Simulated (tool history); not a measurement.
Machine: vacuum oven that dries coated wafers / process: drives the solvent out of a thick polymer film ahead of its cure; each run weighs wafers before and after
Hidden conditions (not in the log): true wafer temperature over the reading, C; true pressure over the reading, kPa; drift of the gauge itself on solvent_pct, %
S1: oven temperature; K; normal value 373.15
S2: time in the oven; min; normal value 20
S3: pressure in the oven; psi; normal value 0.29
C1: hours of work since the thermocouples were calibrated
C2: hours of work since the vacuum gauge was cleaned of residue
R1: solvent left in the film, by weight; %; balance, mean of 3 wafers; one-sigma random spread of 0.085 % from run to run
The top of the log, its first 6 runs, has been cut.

{"run": 7, "hour": 68.3, "S1": 384.15, "S2": 20, "S3": 0.29, "C1": 390, "C2": 92, "R1": 3.71}
{"run": 8, "hour": 75.3, "S1": 387.15, "S2": 20, "S3": 0.29, "C1": 394, "C2": 95, "R1": 3.05}
{"run": 9, "hour": 85.5, "S1": 387.15, "S2": 20, "S3": 0.29, "C1": 399, "C2": 101, "R1": 3.03}
{"run": 10, "hour": 99.9, "S1": 373.15, "S2": 20, "S3": 0.29, "C1": 407, "C2": 108, "R1": 6.69}
{"run": 11, "hour": 112.1, "S1": 373.15, "S2": 20, "S3": 0.29, "C1": 413, "C2": 115, "R1": 6.67}
{"run": 12, "hour": 125.8, "S1": 376.15, "S2": 20, "S3": 0.29, "C1": 420, "C2": 122, "R1": 5.68}
{"run": 13, "hour": 137.2, "S1": 376.15, "S2": 20, "S3": 0.29, "C1": 426, "C2": 128, "R1": 5.83}
{"run": 14, "hour": 148.2, "S1": 373.15, "S2": 24, "S3": 0.29, "C1": 432, "C2": 134, "R1": 5.77}
{"run": 15, "hour": 157.3, "S1": 376.15, "S2": 24, "S3": 0.29, "C1": 437, "C2": 139, "R1": 4.96}
{"run": 16, "hour": 164.7, "S1": 376.15, "S2": 26, "S3": 0.29, "C1": 441, "C2": 143, "R1": 4.59}
{"run": 17, "hour": 172.3, "S1": 376.15, "S2": 26, "S3": 0.29, "C1": 445, "C2": 147, "R1": 4.61}
{"run": 18, "hour": 179.2, "S1": 376.15, "S2": 26, "S3": 0.29, "C1": 448, "C2": 150, "R1": 4.69}
{"run": 19, "hour": 190.7, "S1": 379.15, "S2": 29, "S3": 0.454, "C1": 454, "C2": 156, "R1": 4.87}
{"run": 20, "hour": 198.6, "S1": 379.15, "S2": 29, "S3": 0.454, "C1": 459, "C2": 160, "R1": 4.79}
{"run": 21, "hour": 209.9, "S1": 363.15, "S2": 16, "S3": 0.413, "C1": 465, "C2": 166, "R1": 12.46}
{"run": 22, "hour": 223.4, "S1": 373.15, "S2": 12, "S3": 0.29, "C1": 472, "C2": 173, "R1": 9.29}
{"run": 23, "hour": 236.6, "S1": 364.15, "S2": 26, "S3": 0.29, "C1": 479, "C2": 180, "R1": 8.21}
{"run": 24, "hour": 244.5, "S1": 364.15, "S2": 26, "S3": 0.29, "C1": 483, "C2": 185, "R1": 8.14}
{"run": 25, "hour": 250.6, "S1": 364.15, "S2": 31, "S3": 0.161, "C1": 486, "C2": 188, "R1": 5.92}
{"run": 26, "hour": 263.3, "S1": 377.15, "S2": 12, "S3": 0.738, "C1": 493, "C2": 194, "R1": 10.98}
{"run": 27, "hour": 275.2, "S1": 377.15, "S2": 12, "S3": 0.738, "C1": 499, "C2": 201, "R1": 10.86}
{"run": 28, "hour": 287.5, "S1": 377.15, "S2": 12, "S3": 0.738, "C1": 505, "C2": 207, "R1": 10.78}
{"run": 29, "hour": 296.7, "S1": 373.15, "S2": 22, "S3": 0.58, "C1": 510, "C2": 212, "R1": 8.76}

For run 30, what comes out?
{"run": 30, "hour": 308.8, "S1": 363.15, "S2": 24, "S3": 0.701, "C1": 517, "C2": 218, "R1": "?"}

Run 30 came out at R1 13.19 %.
Minus the tool's unlogged condition, the same run would have read R1 13.56 %.
